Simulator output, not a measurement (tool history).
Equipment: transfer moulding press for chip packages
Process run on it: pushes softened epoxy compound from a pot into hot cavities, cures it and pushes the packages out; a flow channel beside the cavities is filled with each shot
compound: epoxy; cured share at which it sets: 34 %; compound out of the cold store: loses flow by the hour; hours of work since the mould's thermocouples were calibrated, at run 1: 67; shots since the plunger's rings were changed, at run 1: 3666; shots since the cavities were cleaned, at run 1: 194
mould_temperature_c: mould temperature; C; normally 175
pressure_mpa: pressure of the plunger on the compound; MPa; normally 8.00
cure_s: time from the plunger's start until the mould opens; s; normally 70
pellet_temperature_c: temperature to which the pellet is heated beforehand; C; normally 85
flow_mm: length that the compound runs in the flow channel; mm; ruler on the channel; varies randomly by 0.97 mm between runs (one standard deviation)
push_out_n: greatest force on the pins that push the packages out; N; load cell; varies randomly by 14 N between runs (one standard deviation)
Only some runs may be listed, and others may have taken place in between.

| run | day | mould_temperature_c | pressure_mpa | cure_s | pellet_temperature_c | hours of work since the mould's thermocouples were calibrated | shots since the plunger's rings were changed | shots since the cavities were cleaned | incoming compound's hours out of the cold store | flow_mm | push_out_n |
|---|---|---|---|---|---|---|---|---|---|---|---|
| 1 | 0.000 | 175 | 8.00 | 70 | 85 | 67 | 3666 | 194 | 45.4 | 516.3 | 933 |
|  | 0.588 | plunger's sealing rings changed |
| 2 | 0.833 | 175 | 8.96 | 70 | 85 | 80 | 90 | 462 | 16.0 | 608.7 | 1195 |
|  | 1.512 | cavities cleaned with cleaning compound and waxed |
| 3 | 1.571 | 175 | 8.96 | 70 | 85 | 92 | 339 | 21 | 21.0 | 603.3 | 764 |
| 4 | 2.283 | 180 | 8.00 | 70 | 85 | 104 | 602 | 284 | 28.3 | 548.0 | 814 |
| 5 | 2.833 | 180 | 8.00 | 70 | 82 | 114 | 803 | 485 | 41.6 | 524.8 | 922 |
| 6 | 3.179 | 175 | 8.00 | 50 | 85 | 120 | 931 | 613 | 8.1 | 586.4 | 3271 |
|  | 3.433 | cavities cleaned with cleaning compound and waxed |
| 7 | 3.846 | 175 | 8.00 | 110 | 85 | 131 | 1153 | 152 | 20.6 | 565.6 | 595 |
| 8 | 4.246 | 175 | 8.00 | 110 | 85 | 138 | 1300 | 299 | 17.1 | 570.7 | 664 |
| 9 | 4.575 | 175 | 8.00 | 74 | 85 | 143 | 1422 | 421 | 40.1 | 534.6 | 974 |
| 10 | 4.950 | 175 | 8.00 | 74 | 85 | 150 | 1560 | 559 | 47.7 | 521.8 | 1033 |
|  | 5.350 | cavities cleaned with cleaning compound and waxed |
| 11 | 5.625 | 175 | 8.00 | 70 | 85 | 161 | 1785 | 102 | 23.9 | 557.0 | 875 |
| 12 | 6.296 | 175 | 8.00 | 70 | 85 | 172 | 2032 | 349 | 44.7 | 524.6 | 1106 |
| 13 | 6.921 | 175 | 8.00 | 70 | 87 | 183 | 2262 | 579 | 9.6 | 579.3 | 1305 |
|  | 7.242 | cavities cleaned with cleaning compound and waxed |
| 14 | 7.412 | 175 | 8.00 | 70 | 87 | 191 | 2419 | 62 | 21.1 | 558.9 | 848 |
| 15 | 7.854 | 175 | 8.00 | 70 | 87 | 198 | 2582 | 225 | 11.1 | 574.6 | 1056 |
| 16 | 8.500 | 182 | 8.00 | 70 | 83 | 210 | 2819 | 462 | 11.2 | 565.9 | 894 |
| 17 | 8.817 | 178 | 7.95 | 93 | 83 | 215 | 2936 | 579 | 16.7 | 560.0 | 779 |
|  | 9.146 | cavities cleaned with cleaning compound and waxed |
| 18 | 9.429 | 172 | 8.00 | 60 | 85 | 225 | 3139 | 105 | 45.7 | 522.2 | 1512 |
| 19 | 10.096 | 172 | 8.00 | 60 | 85 | 237 | 3384 | 350 | 47.1 | 521.7 | 1939 |
|  | 10.238 | mould's thermocouples calibrated |
| 20 | 10.592 | 174 | 8.00 | 70 | 85 | 6 | 3537 | 503 | 27.3 | 547.2 | 1369 |
| 21 | 11.038 | 171 | 8.00 | 85 | 85 | 14 | 3701 | 667 | 42.7 | 528.5 | 1065 |
|  | 11.154 | cavities cleaned with cleaning compound and waxed |
|  | 11.604 | plunger's sealing rings changed |
| 22 | 11.833 | 171 | 8.00 | 85 | 85 | 25 | 83 | 211 | 17.3 | 583.0 | 891 |
| 23 | 12.346 | 177 | 8.00 | 70 | 85 | 34 | 272 | 400 | 27.6 | 557.2 | 1088 |
|  | 13.162 | cavities cleaned with cleaning compound and waxed |
| 24 | 13.179 | 177 | 8.00 | 70 | 85 | 47 | 556 | 6 | 32.8 | 544.9 | 634 |
|  | 13.512 | mould's thermocouples calibrated, once more |
| 25 | 13.767 | 167 | 7.85 | 70 | 85 | 4 | 741 | 191 | 20.6 | 573.7 | 1695 |
| 26 | 14.350 | 175 | 8.63 | 56 | 85 | 15 | 956 | 406 | 13.4 | 600.6 | 2155 |
| 27 | 14.725 | 175 | 8.00 | 85 | 85 | 21 | 1095 | 545 | 42.1 | 532.0 | 840 |
|  | 15.162 | cavities cleaned with cleaning compound and waxed |
| 28 | 15.333 | 175 | 8.00 | 85 | 82 | 31 | 1295 | 63 | 42.3 | 530.4 | 559 |

Measured minus without-hidden-state, run by run (identical run-to-run variation in each term; gauge scatter may differ):
What the log doesn't record here: true mould temperature over the reading, C; pressure that reaches the compound, % of what is set; grip of the stained cavities, % over clean ones'; drift of the gauge itself on flow_mm, %; drift of the gauge itself on push_out_n, %.
| run | flow_mm | push_out_n |
|---|---|---|
| 1 | -14.5 | +262 |
| 2 | -2.1 | +500 |
| 3 | -3.0 | +62 |
| 4 | -3.7 | +296 |
| 5 | -4.2 | +392 |
| 6 | -5.2 | +1467 |
| 7 | -5.8 | +151 |
| 8 | -6.5 | +234 |
| 9 | -6.6 | +402 |
| 10 | -6.9 | +457 |
| 11 | -8.2 | +184 |
| 12 | -8.6 | +433 |
| 13 | -10.4 | +588 |
| 14 | -10.6 | +170 |
| 15 | -11.5 | +374 |
| 16 | -12.4 | +382 |
| 17 | -12.6 | +343 |
| 18 | -12.5 | +346 |
| 19 | -13.4 | +779 |
| 20 | -14.0 | +635 |
| 21 | -14.1 | +508 |
| 22 | +0.3 | +308 |
| 23 | -0.6 | +473 |
| 24 | -1.6 | +57 |
| 25 | -4.4 | +491 |
| 26 | -5.4 | +852 |
| 27 | -5.2 | +360 |
| 28 | -5.9 | +81 |
